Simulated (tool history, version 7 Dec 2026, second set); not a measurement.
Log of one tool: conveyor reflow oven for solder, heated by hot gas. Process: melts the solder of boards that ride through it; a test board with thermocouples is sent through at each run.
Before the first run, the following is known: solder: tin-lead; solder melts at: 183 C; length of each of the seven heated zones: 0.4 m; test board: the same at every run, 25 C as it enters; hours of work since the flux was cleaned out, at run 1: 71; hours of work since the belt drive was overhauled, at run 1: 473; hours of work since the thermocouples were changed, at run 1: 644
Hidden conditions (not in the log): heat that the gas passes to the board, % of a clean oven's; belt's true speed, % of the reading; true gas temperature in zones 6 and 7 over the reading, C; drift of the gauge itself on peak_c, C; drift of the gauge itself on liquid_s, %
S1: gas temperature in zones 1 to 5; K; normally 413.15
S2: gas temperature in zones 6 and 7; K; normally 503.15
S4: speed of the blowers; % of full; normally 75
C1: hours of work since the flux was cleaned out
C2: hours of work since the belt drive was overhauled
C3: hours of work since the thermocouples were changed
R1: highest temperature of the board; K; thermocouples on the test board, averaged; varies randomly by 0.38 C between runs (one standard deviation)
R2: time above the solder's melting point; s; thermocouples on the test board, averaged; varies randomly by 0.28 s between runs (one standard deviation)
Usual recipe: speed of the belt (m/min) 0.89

run 1 hour=0 | S1=413.15 S2=503.15 speed_of_the_belt_(m/min)=0.89 S4=75 | C1=71 C2=473 C3=644 | R1=484.95 R2=37.6
run 2 hour=61.5 | S1=413.15 S2=503.15 speed_of_the_belt_(m/min)=0.89 S4=59 | C1=117 C2=518 C3=690 | R1=481.65 R2=34.6
-- hour=100 thermocouples of zones 6 and 7 changed
run 3 hour=144.6 | S1=413.15 S2=503.15 speed_of_the_belt_(m/min)=0.715 S4=59 | C1=177 C2=579 C3=33 | R1=489.95 R2=50.9
run 4 hour=184.2 | S1=413.15 S2=503.15 speed_of_the_belt_(m/min)=0.715 S4=59 | C1=207 C2=609 C3=63 | R1=489.15 R2=51.3
run 5 hour=234 | S1=413.15 S2=503.15 speed_of_the_belt_(m/min)=0.715 S4=59 | C1=244 C2=646 C3=100 | R1=489.25 R2=50.7
-- hour=250.8 flux residue cleaned out of gas plates and filters
run 6 hour=280.9 | S1=413.15 S2=495.15 speed_of_the_belt_(m/min)=0.89 S4=75 | C1=22 C2=677 C3=131 | R1=479.65 R2=34.2
run 7 hour=328.3 | S1=413.15 S2=503.15 speed_of_the_belt_(m/min)=0.99 S4=75 | C1=58 C2=712 C3=167 | R1=483.15 R2=32.3
run 8 hour=400.7 | S1=413.15 S2=503.15 speed_of_the_belt_(m/min)=0.99 S4=75 | C1=112 C2=767 C3=221 | R1=482.45 R2=32.4
run 9 hour=485.9 | S1=413.15 S2=503.15 speed_of_the_belt_(m/min)=0.99 S4=75 | C1=176 C2=830 C3=284 | R1=482.15 R2=31.8
run 10 hour=548.1 | S1=413.15 S2=501.15 speed_of_the_belt_(m/min)=0.89 S4=75 | C1=222 C2=877 C3=331 | R1=484.05 R2=37.2
-- hour=597.3 flux residue cleaned out of gas plates and filters
run 11 hour=622.8 | S1=413.15 S2=501.15 speed_of_the_belt_(m/min)=0.89 S4=75 | C1=19 C2=929 C3=383 | R1=484.55 R2=38.5
run 12 hour=687.5 | S1=409.15 S2=501.15 speed_of_the_belt_(m/min)=0.89 S4=75 | C1=67 C2=977 C3=431 | R1=483.25 R2=36.7
run 13 hour=737.4 | S1=409.15 S2=499.15 speed_of_the_belt_(m/min)=0.89 S4=75 | C1=105 C2=1014 C3=469 | R1=482.15 R2=35.1
run 14 hour=806.4 | S1=409.15 S2=512.15 speed_of_the_belt_(m/min)=0.89 S4=75 | C1=156 C2=1066 C3=520 | R1=492.15 R2=41.9
run 15 hour=852.8 | S1=413.15 S2=494.15 speed_of_the_belt_(m/min)=0.89 S4=75 | C1=191 C2=1100 C3=555 | R1=478.15 R2=33.1
-- hour=941.9 flux residue cleaned out of gas plates and filters
run 16 hour=943.8 | S1=406.15 S2=507.15 speed_of_the_belt_(m/min)=0.89 S4=61 | C1=1 C2=1165 C3=619 | R1=485.35 R2=36
run 17 hour=1023.4 | S1=406.15 S2=507.15 speed_of_the_belt_(m/min)=0.89 S4=61 | C1=61 C2=1224 C3=678 | R1=484.45 R2=36
-- hour=1077.6 thermocouples of zones 6 and 7 changed
run 18 hour=1082.7 | S1=406.15 S2=507.15 speed_of_the_belt_(m/min)=0.89 S4=61 | C1=104 C2=1267 C3=4 | R1=485.75 R2=35.8
run 19 hour=1126.1 | S1=403.15 S2=508.15 speed_of_the_belt_(m/min)=0.807 S4=61 | C1=136 C2=1299 C3=36 | R1=488.65 R2=42.3
run 20 hour=1162.9 | S1=413.15 S2=496.15 speed_of_the_belt_(m/min)=0.89 S4=61 | C1=164 C2=1327 C3=64 | R1=477.15 R2=31.7
run 21 hour=1242.8 | S1=413.15 S2=504.15 speed_of_the_belt_(m/min)=0.995 S4=61 | C1=223 C2=1386 C3=123 | R1=479.35 R2=29.7
-- hour=1291.2 flux residue cleaned out of gas plates and filters
run 22 hour=1312.7 | S1=401.15 S2=503.15 speed_of_the_belt_(m/min)=0.859 S4=75 | C1=16 C2=1435 C3=172 | R1=486.35 R2=37.7
run 23 hour=1348.9 | S1=426.15 S2=509.15 speed_of_the_belt_(m/min)=0.858 S4=59 | C1=43 C2=1462 C3=199 | R1=491.65 R2=47.4
run 24 hour=1408.1 | S1=426.15 S2=509.15 speed_of_the_belt_(m/min)=0.858 S4=59 | C1=87 C2=1506 C3=243 | R1=491.65 R2=47.8
run 25 hour=1472.4 | S1=413.15 S2=494.15 speed_of_the_belt_(m/min)=0.827 S4=75 | C1=135 C2=1554 C3=291 | R1=480.05 R2=38.3
run 26 hour=1548.6 | S1=418.15 S2=509.15 speed_of_the_belt_(m/min)=0.827 S4=55 | C1=192 C2=1611 C3=348 | R1=489.95 R2=46
run 27 hour=1600.8 | S1=418.15 S2=510.15 speed_of_the_belt_(m/min)=0.827 S4=55 | C1=231 C2=1650 C3=387 | R1=490.45 R2=46
-- hour=1638.8 flux residue cleaned out of gas plates and filters
-- hour=1650.7 belt drive overhauled, speed set with a stopwatch
run 28 hour=1658 | S1=425.15 S2=503.15 speed_of_the_belt_(m/min)=0.89 S4=74 | C1=11 C2=5 C3=423 | R1=488.15 R2=42.5
run 29 hour=1723.6 | S1=425.15 S2=503.15 speed_of_the_belt_(m/min)=0.875 S4=63 | C1=60 C2=54 C3=472 | R1=485.95 R2=42.1

Consider 4 possible next runs. They are alternatives, not a sequence: every one starts from the tool as it was left by run 29. What does each give?
run A hour=1781.3 | S1=415.15 S2=503.15 speed_of_the_belt_(m/min)=0.875 S4=63 | C1=103 C2=97 C3=515 | R1=? R2=?
run B hour=1781.3 | S1=407.15 S2=503.15 speed_of_the_belt_(m/min)=0.89 S4=75 | C1=103 C2=97 C3=515 | R1=? R2=?
run C hour=1781.3 | S1=413.15 S2=512.15 speed_of_the_belt_(m/min)=0.716 S4=52 | C1=103 C2=97 C3=515 | R1=? R2=?
run D hour=1781.3 | S1=422.15 S2=500.15 speed_of_the_belt_(m/min)=0.957 S4=75 | C1=103 C2=97 C3=515 | R1=? R2=?

run=A R1=483.75 R2=37.5
run=B R1=483.75 R2=35.9
run=C R1=494.55 R2=53.8
run=D R1=482.75 R2=35.4
What these runs would have given with no unlogged condition in the tool:
run=A R1=485.35 R2=38.6
run=B R1=485.45 R2=37.1
run=C R1=496.15 R2=54.7
run=D R1=484.45 R2=36.5
